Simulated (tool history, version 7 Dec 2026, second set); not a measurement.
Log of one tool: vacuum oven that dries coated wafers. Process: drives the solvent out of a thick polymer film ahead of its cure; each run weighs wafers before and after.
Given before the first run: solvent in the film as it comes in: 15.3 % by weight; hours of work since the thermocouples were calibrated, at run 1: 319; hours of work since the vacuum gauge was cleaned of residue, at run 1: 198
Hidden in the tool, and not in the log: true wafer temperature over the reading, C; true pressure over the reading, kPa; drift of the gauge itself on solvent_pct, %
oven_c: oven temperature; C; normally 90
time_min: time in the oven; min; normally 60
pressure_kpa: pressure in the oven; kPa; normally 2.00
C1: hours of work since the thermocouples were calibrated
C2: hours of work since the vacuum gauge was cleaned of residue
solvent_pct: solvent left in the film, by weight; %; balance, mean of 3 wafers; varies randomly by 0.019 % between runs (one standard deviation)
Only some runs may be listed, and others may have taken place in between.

{"run": 1, "hour": 0.0, "oven_c": 90, "time_min": 60, "pressure_kpa": 2.0, "C1": 319, "C2": 198, "solvent_pct": 0.84}
{"run": 2, "hour": 17.5, "oven_c": 86, "time_min": 60, "pressure_kpa": 2.0, "C1": 333, "C2": 212, "solvent_pct": 1.25}
{"run": 3, "hour": 55.2, "oven_c": 86, "time_min": 60, "pressure_kpa": 2.0, "C1": 362, "C2": 241, "solvent_pct": 1.25}
{"run": 4, "hour": 80.3, "oven_c": 86, "time_min": 60, "pressure_kpa": 2.0, "C1": 381, "C2": 260, "solvent_pct": 1.27}
{"run": 5, "hour": 113.2, "oven_c": 102, "time_min": 60, "pressure_kpa": 2.0, "C1": 406, "C2": 285, "solvent_pct": 0.3}
{"run": 6, "hour": 138.7, "oven_c": 90, "time_min": 60, "pressure_kpa": 2.25, "C1": 426, "C2": 305, "solvent_pct": 0.89}
{"run": 7, "hour": 175.9, "oven_c": 90, "time_min": 60, "pressure_kpa": 2.25, "C1": 455, "C2": 334, "solvent_pct": 0.91}
{"run": 8, "hour": 195.4, "oven_c": 90, "time_min": 60, "pressure_kpa": 2.25, "C1": 470, "C2": 349, "solvent_pct": 0.87}
{"hour": 200.4, "done": "vacuum gauge cleaned of residue and calibrated"}
{"run": 9, "hour": 213.0, "oven_c": 84, "time_min": 60, "pressure_kpa": 2.0, "C1": 482, "C2": 10, "solvent_pct": 1.6}
{"run": 10, "hour": 250.9, "oven_c": 90, "time_min": 60, "pressure_kpa": 2.01, "C1": 511, "C2": 39, "solvent_pct": 0.86}
{"run": 11, "hour": 274.3, "oven_c": 90, "time_min": 60, "pressure_kpa": 2.0, "C1": 529, "C2": 57, "solvent_pct": 0.86}
{"run": 12, "hour": 304.7, "oven_c": 90, "time_min": 60, "pressure_kpa": 2.0, "C1": 553, "C2": 80, "solvent_pct": 0.83}
{"run": 13, "hour": 334.3, "oven_c": 90, "time_min": 60, "pressure_kpa": 3.94, "C1": 575, "C2": 103, "solvent_pct": 1.26}
{"hour": 338.3, "done": "vacuum gauge cleaned of residue and calibrated, once more"}
{"run": 14, "hour": 353.1, "oven_c": 90, "time_min": 60, "pressure_kpa": 3.94, "C1": 589, "C2": 11, "solvent_pct": 1.23}
{"run": 15, "hour": 383.3, "oven_c": 99, "time_min": 94, "pressure_kpa": 3.99, "C1": 612, "C2": 35, "solvent_pct": 0.57}
{"run": 16, "hour": 406.8, "oven_c": 99, "time_min": 94, "pressure_kpa": 3.99, "C1": 630, "C2": 53, "solvent_pct": 0.59}
{"run": 17, "hour": 427.2, "oven_c": 88, "time_min": 87, "pressure_kpa": 3.67, "C1": 646, "C2": 68, "solvent_pct": 1.01}
{"run": 18, "hour": 448.6, "oven_c": 81, "time_min": 53, "pressure_kpa": 6.66, "C1": 662, "C2": 85, "solvent_pct": 3.78}
{"run": 19, "hour": 471.2, "oven_c": 81, "time_min": 53, "pressure_kpa": 6.66, "C1": 680, "C2": 102, "solvent_pct": 3.79}
{"run": 20, "hour": 506.3, "oven_c": 81, "time_min": 60, "pressure_kpa": 1.5, "C1": 707, "C2": 129, "solvent_pct": 1.99}
{"run": 21, "hour": 540.3, "oven_c": 81, "time_min": 60, "pressure_kpa": 2.5, "C1": 733, "C2": 155, "solvent_pct": 2.29}
{"run": 22, "hour": 568.5, "oven_c": 77, "time_min": 60, "pressure_kpa": 2.0, "C1": 754, "C2": 177, "solvent_pct": 3.04}
{"run": 23, "hour": 600.9, "oven_c": 85, "time_min": 37, "pressure_kpa": 1.41, "C1": 779, "C2": 202, "solvent_pct": 2.89}
{"run": 24, "hour": 633.0, "oven_c": 89, "time_min": 35, "pressure_kpa": 2.0, "C1": 804, "C2": 227, "solvent_pct": 2.29}
{"run": 25, "hour": 654.7, "oven_c": 90, "time_min": 50, "pressure_kpa": 2.19, "C1": 821, "C2": 244, "solvent_pct": 1.23}
{"run": 26, "hour": 675.8, "oven_c": 91, "time_min": 60, "pressure_kpa": 5.84, "C1": 837, "C2": 260, "solvent_pct": 1.56}
{"run": 27, "hour": 710.9, "oven_c": 98, "time_min": 70, "pressure_kpa": 4.29, "C1": 864, "C2": 287, "solvent_pct": 0.77}

Each row is a separate what-if for the run after 27, all from the same tool condition, not one after another. Results?
{"run": "A", "hour": 748.4, "oven_c": 100, "time_min": 52, "pressure_kpa": 3.3, "C1": 893, "C2": 316, "solvent_pct": "?"}
{"run": "B", "hour": 748.4, "oven_c": 94, "time_min": 70, "pressure_kpa": 4.29, "C1": 893, "C2": 316, "solvent_pct": "?"}
{"run": "C", "hour": 748.4, "oven_c": 90, "time_min": 60, "pressure_kpa": 2.63, "C1": 893, "C2": 316, "solvent_pct": "?"}
{"run": "D", "hour": 748.4, "oven_c": 91, "time_min": 46, "pressure_kpa": 2.0, "C1": 893, "C2": 316, "solvent_pct": "?"}

run=A solvent_pct=0.58
run=B solvent_pct=0.93
run=C solvent_pct=1.02
run=D solvent_pct=1.25
Stripped of hidden state, with their random variation kept, the same runs would have yielded:
run=A solvent_pct=0.55
run=B solvent_pct=0.88
run=C solvent_pct=0.95
run=D solvent_pct=1.16
